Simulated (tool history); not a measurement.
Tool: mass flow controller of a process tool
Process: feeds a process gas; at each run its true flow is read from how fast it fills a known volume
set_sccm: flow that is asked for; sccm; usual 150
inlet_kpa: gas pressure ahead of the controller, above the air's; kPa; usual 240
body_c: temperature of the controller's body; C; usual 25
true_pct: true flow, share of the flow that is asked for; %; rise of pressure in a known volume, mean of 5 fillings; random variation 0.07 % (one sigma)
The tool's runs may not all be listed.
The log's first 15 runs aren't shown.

run 16 hour=1529.8 | set_sccm=150 inlet_kpa=240 body_c=31 | true_pct=98.58
run 17 hour=1599.7 | set_sccm=150 inlet_kpa=240 body_c=31 | true_pct=98.47
-- hour=1606.6 controller's zero set anew
run 18 hour=1731.2 | set_sccm=150 inlet_kpa=240 body_c=31 | true_pct=98.34
run 19 hour=1841.7 | set_sccm=66 inlet_kpa=187 body_c=31 | true_pct=96.32
run 20 hour=1929.5 | set_sccm=150 inlet_kpa=181 body_c=25 | true_pct=97.45
run 21 hour=2009.2 | set_sccm=99 inlet_kpa=149 body_c=24 | true_pct=96.46
run 22 hour=2068.3 | set_sccm=185 inlet_kpa=273 body_c=25 | true_pct=98.31
run 23 hour=2156 | set_sccm=185 inlet_kpa=273 body_c=25 | true_pct=98.31
-- hour=2248.8 controller's zero set anew, once more
run 24 hour=2261.4 | set_sccm=185 inlet_kpa=273 body_c=25 | true_pct=99.14
run 25 hour=2341.2 | set_sccm=150 inlet_kpa=143 body_c=30 | true_pct=98.91
run 26 hour=2424.7 | set_sccm=106 inlet_kpa=240 body_c=25 | true_pct=98.66
run 27 hour=2484.9 | set_sccm=68 inlet_kpa=193 body_c=29 | true_pct=98.47
run 28 hour=2556.6 | set_sccm=68 inlet_kpa=193 body_c=29 | true_pct=98.45
run 29 hour=2620.5 | set_sccm=68 inlet_kpa=193 body_c=29 | true_pct=98.48
run 30 hour=2708.6 | set_sccm=72 inlet_kpa=240 body_c=38 | true_pct=99.49
run 31 hour=2854 | set_sccm=69 inlet_kpa=210 body_c=38 | true_pct=99.36
run 32 hour=2951.9 | set_sccm=494 inlet_kpa=203 body_c=20 | true_pct=100.18
run 33 hour=3091 | set_sccm=280 inlet_kpa=267 body_c=22 | true_pct=99.42
run 34 hour=3228.6 | set_sccm=102 inlet_kpa=169 body_c=29 | true_pct=98.53
run 35 hour=3299.6 | set_sccm=150 inlet_kpa=197 body_c=25 | true_pct=98.53

Forecast each of these 5 alternatives for the next run:
run A hour=3401.8 | set_sccm=481 inlet_kpa=247 body_c=25 | true_pct=?
run B hour=3401.8 | set_sccm=60 inlet_kpa=252 body_c=24 | true_pct=?
run C hour=3401.8 | set_sccm=398 inlet_kpa=197 body_c=25 | true_pct=?
run D hour=3401.8 | set_sccm=293 inlet_kpa=197 body_c=25 | true_pct=?
run E hour=3401.8 | set_sccm=102 inlet_kpa=144 body_c=28 | true_pct=?

run=A true_pct=100.74
run=B true_pct=97.91
run=C true_pct=100.15
run=D true_pct=99.57
run=E true_pct=98.14
Without the tool's hidden state the same runs would have given:
run=A true_pct=100.05
run=B true_pct=97.91
run=C true_pct=99.48
run=D true_pct=98.94
run=E true_pct=97.81
